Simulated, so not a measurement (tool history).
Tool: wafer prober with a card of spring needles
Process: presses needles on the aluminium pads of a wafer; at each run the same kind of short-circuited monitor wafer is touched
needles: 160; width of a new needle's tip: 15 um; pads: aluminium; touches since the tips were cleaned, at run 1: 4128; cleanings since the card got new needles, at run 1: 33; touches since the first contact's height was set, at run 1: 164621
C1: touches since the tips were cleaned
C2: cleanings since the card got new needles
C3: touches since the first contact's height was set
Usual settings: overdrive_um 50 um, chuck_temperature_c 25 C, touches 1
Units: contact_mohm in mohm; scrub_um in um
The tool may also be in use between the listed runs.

run 1 hour=0.0 | overdrive_um=50 chuck_temperature_c=25 touches=1 | C1=4128 C2=33 C3=164621 | contact_mohm=415 scrub_um=11.18
-- hour=2.3 tips cleaned on abrasive film
run 2 hour=15.1 | overdrive_um=50 chuck_temperature_c=25 touches=1 | C1=3197 C2=34 C3=168381 | contact_mohm=510 scrub_um=10.65
-- hour=20.4 tips cleaned on abrasive film
-- hour=38.1 tips cleaned on abrasive film
run 3 hour=38.9 | overdrive_um=50 chuck_temperature_c=25 touches=1 | C1=200 C2=36 C3=174310 | contact_mohm=291 scrub_um=10.87
run 4 hour=52.3 | overdrive_um=50 chuck_temperature_c=25 touches=1 | C1=3557 C2=36 C3=177667 | contact_mohm=412 scrub_um=10.80
-- hour=55.8 tips cleaned on abrasive film
run 5 hour=66.9 | overdrive_um=50 chuck_temperature_c=25 touches=1 | C1=2785 C2=37 C3=181291 | contact_mohm=387 scrub_um=10.68
-- hour=72.7 tips cleaned on abrasive film
run 6 hour=77.1 | overdrive_um=50 chuck_temperature_c=25 touches=1 | C1=1112 C2=38 C3=183844 | contact_mohm=335 scrub_um=10.53
-- hour=91.1 tips cleaned on abrasive film
run 7 hour=101.0 | overdrive_um=50 chuck_temperature_c=25 touches=1 | C1=2485 C2=39 C3=189806 | contact_mohm=384 scrub_um=10.64
-- hour=109.3 tips cleaned on abrasive film
run 8 hour=122.7 | overdrive_um=50 chuck_temperature_c=25 touches=2 | C1=3375 C2=40 C3=195233 | contact_mohm=351 scrub_um=10.49
-- hour=125.1 tips cleaned on abrasive film, once more
-- hour=141.9 tips cleaned on abrasive film
run 9 hour=144.1 | overdrive_um=50 chuck_temperature_c=25 touches=2 | C1=531 C2=42 C3=200533 | contact_mohm=295 scrub_um=10.42
run 10 hour=157.7 | overdrive_um=50 chuck_temperature_c=25 touches=1 | C1=3940 C2=42 C3=203942 | contact_mohm=425 scrub_um=10.68
-- hour=159.2 tips cleaned on abrasive film
run 11 hour=169.3 | overdrive_um=50 chuck_temperature_c=25 touches=1 | C1=2529 C2=43 C3=206842 | contact_mohm=387 scrub_um=10.29
-- hour=176.8 tips cleaned on abrasive film
run 12 hour=187.5 | overdrive_um=50 chuck_temperature_c=25 touches=1 | C1=2706 C2=44 C3=211388 | contact_mohm=387 scrub_um=10.39
-- hour=194.8 tips cleaned on abrasive film
run 13 hour=204.4 | overdrive_um=50 chuck_temperature_c=25 touches=1 | C1=2405 C2=45 C3=215592 | contact_mohm=383 scrub_um=10.35
-- hour=213.0 tips cleaned on abrasive film
run 14 hour=220.9 | overdrive_um=50 chuck_temperature_c=25 touches=1 | C1=1983 C2=46 C3=219704 | contact_mohm=378 scrub_um=10.40
-- hour=230.9 tips cleaned on abrasive film
run 15 hour=240.2 | overdrive_um=50 chuck_temperature_c=25 touches=1 | C1=2338 C2=47 C3=224522 | contact_mohm=385 scrub_um=10.57
-- hour=248.5 tips cleaned on abrasive film
run 16 hour=250.2 | overdrive_um=50 chuck_temperature_c=25 touches=1 | C1=418 C2=48 C3=226993 | contact_mohm=302 scrub_um=10.45
-- hour=266.3 tips cleaned on abrasive film
run 17 hour=268.7 | overdrive_um=50 chuck_temperature_c=64 touches=2 | C1=615 C2=49 C3=231631 | contact_mohm=304 scrub_um=10.26
-- hour=283.5 tips cleaned on abrasive film
run 18 hour=284.2 | overdrive_um=48 chuck_temperature_c=51 touches=2 | C1=170 C2=50 C3=235487 | contact_mohm=294 scrub_um=10.07
-- hour=290.8 height of the first contact set anew
run 19 hour=295.9 | overdrive_um=48 chuck_temperature_c=114 touches=3 | C1=3023 C2=50 C3=1266 | contact_mohm=335 scrub_um=11.26
-- hour=301.9 tips cleaned on abrasive film
run 20 hour=314.5 | overdrive_um=50 chuck_temperature_c=85 touches=2 | C1=3143 C2=51 C3=5902 | contact_mohm=354 scrub_um=11.61
-- hour=319.5 tips cleaned on abrasive film
run 21 hour=333.5 | overdrive_um=34 chuck_temperature_c=65 touches=1 | C1=3490 C2=52 C3=10638 | contact_mohm=507 scrub_um=7.74
-- hour=337.6 tips cleaned on abrasive film
run 22 hour=346.5 | overdrive_um=34 chuck_temperature_c=65 touches=1 | C1=2229 C2=53 C3=13881 | contact_mohm=461 scrub_um=8.08
-- hour=356.0 tips cleaned on abrasive film
run 23 hour=369.3 | overdrive_um=42 chuck_temperature_c=85 touches=1 | C1=3339 C2=54 C3=19589 | contact_mohm=432 scrub_um=9.76
-- hour=373.5 tips cleaned on abrasive film
-- hour=391.2 tips cleaned on abrasive film
run 24 hour=392.9 | overdrive_um=50 chuck_temperature_c=25 touches=1 | C1=417 C2=56 C3=25449 | contact_mohm=297 scrub_um=11.65
run 25 hour=406.8 | overdrive_um=50 chuck_temperature_c=25 touches=1 | C1=3904 C2=56 C3=28936 | contact_mohm=399 scrub_um=11.57
-- hour=408.6 tips cleaned on abrasive film
run 26 hour=425.2 | overdrive_um=50 chuck_temperature_c=56 touches=1 | C1=4161 C2=57 C3=33526 | contact_mohm=416 scrub_um=11.56
-- hour=427.0 tips cleaned on abrasive film
run 27 hour=440.0 | overdrive_um=32 chuck_temperature_c=92 touches=1 | C1=3249 C2=58 C3=37210 | contact_mohm=559 scrub_um=7.37
-- hour=444.2 tips cleaned on abrasive film
run 28 hour=455.0 | overdrive_um=32 chuck_temperature_c=92 touches=1 | C1=2718 C2=59 C3=40956 | contact_mohm=532 scrub_um=7.14
-- hour=461.5 tips cleaned on abrasive film
run 29 hour=467.7 | overdrive_um=63 chuck_temperature_c=92 touches=2 | C1=1536 C2=60 C3=44102 | contact_mohm=312 scrub_um=14.56
-- hour=480.0 tips cleaned on abrasive film
run 30 hour=480.0 | overdrive_um=63 chuck_temperature_c=92 touches=2 | C1=0 C2=61 C3=47179 | contact_mohm=295 scrub_um=14.65
-- hour=498.5 tips cleaned on abrasive film
run 31 hour=500.5 | overdrive_um=30 chuck_temperature_c=28 touches=2 | C1=509 C2=62 C3=52286 | contact_mohm=327 scrub_um=6.72
-- hour=516.0 tips cleaned on abrasive film
run 32 hour=516.3 | overdrive_um=32 chuck_temperature_c=72 touches=1 | C1=66 C2=63 C3=56228 | contact_mohm=334 scrub_um=7.15

Forecast each of these 3 alternatives for the next run:
run A hour=529.4 | overdrive_um=32 chuck_temperature_c=72 touches=3 | C1=3347 C2=63 C3=59509 | contact_mohm=? scrub_um=?
run B hour=529.4 | overdrive_um=32 chuck_temperature_c=72 touches=1 | C1=3347 C2=63 C3=59509 | contact_mohm=? scrub_um=?
run C hour=529.4 | overdrive_um=41 chuck_temperature_c=110 touches=2 | C1=3347 C2=63 C3=59509 | contact_mohm=? scrub_um=?

run=A contact_mohm=396 scrub_um=7.17
run=B contact_mohm=568 scrub_um=7.26
run=C contact_mohm=399 scrub_um=9.17
Without the tool's hidden state the same runs would have given:
run=A contact_mohm=291 scrub_um=7.43
run=B contact_mohm=289 scrub_um=7.52
run=C contact_mohm=297 scrub_um=9.43
